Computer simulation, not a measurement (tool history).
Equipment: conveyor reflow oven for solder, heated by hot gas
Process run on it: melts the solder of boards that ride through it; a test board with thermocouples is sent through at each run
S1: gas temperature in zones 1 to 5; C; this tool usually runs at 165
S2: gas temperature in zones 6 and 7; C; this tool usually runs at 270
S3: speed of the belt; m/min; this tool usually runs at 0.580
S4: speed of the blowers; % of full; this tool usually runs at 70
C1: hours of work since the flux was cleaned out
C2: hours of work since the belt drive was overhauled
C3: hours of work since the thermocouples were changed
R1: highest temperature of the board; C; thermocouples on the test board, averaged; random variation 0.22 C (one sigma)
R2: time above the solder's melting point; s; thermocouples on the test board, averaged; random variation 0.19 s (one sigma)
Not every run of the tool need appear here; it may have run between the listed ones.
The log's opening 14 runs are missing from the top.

run,hour,S1,S2,S3,S4,C1,C2,C3,R1,R2
15,430.6,165,273,0.580,70,163,277,1128,253.2,59.9
16,453.9,165,279,0.580,70,179,293,1144,258.5,63.7
# hour 473.9: flux residue cleaned out of gas plates and filters
17,507.1,165,279,0.580,70,23,325,1177,259.3,64.4
# hour 553.7: thermocouples of zones 6 and 7 changed
18,557.2,165,279,0.580,70,56,358,2,262.5,66.6
19,606.1,154,272,0.501,70,89,392,36,259.3,72.2
20,645.1,154,272,0.501,70,115,418,62,258.8,71.7
21,696.4,162,270,0.695,70,150,453,97,246.1,42.4
22,719.4,162,270,0.695,70,166,469,113,245.7,42.3
23,748.8,176,265,0.603,51,186,489,133,245.2,53.1

Run 24 has not been measured yet. What should we expect?
# hour 760.0: flux residue cleaned out of gas plates and filters
24,799.4,165,274,0.580,55,27,520,164,?,?

{"run 24": {"R1": 253.9, "R2": 60.4}}
If the tool had no hidden condition, the same run with the same run-to-run variation would have returned R1 254.2 C, R2 60.2 s.
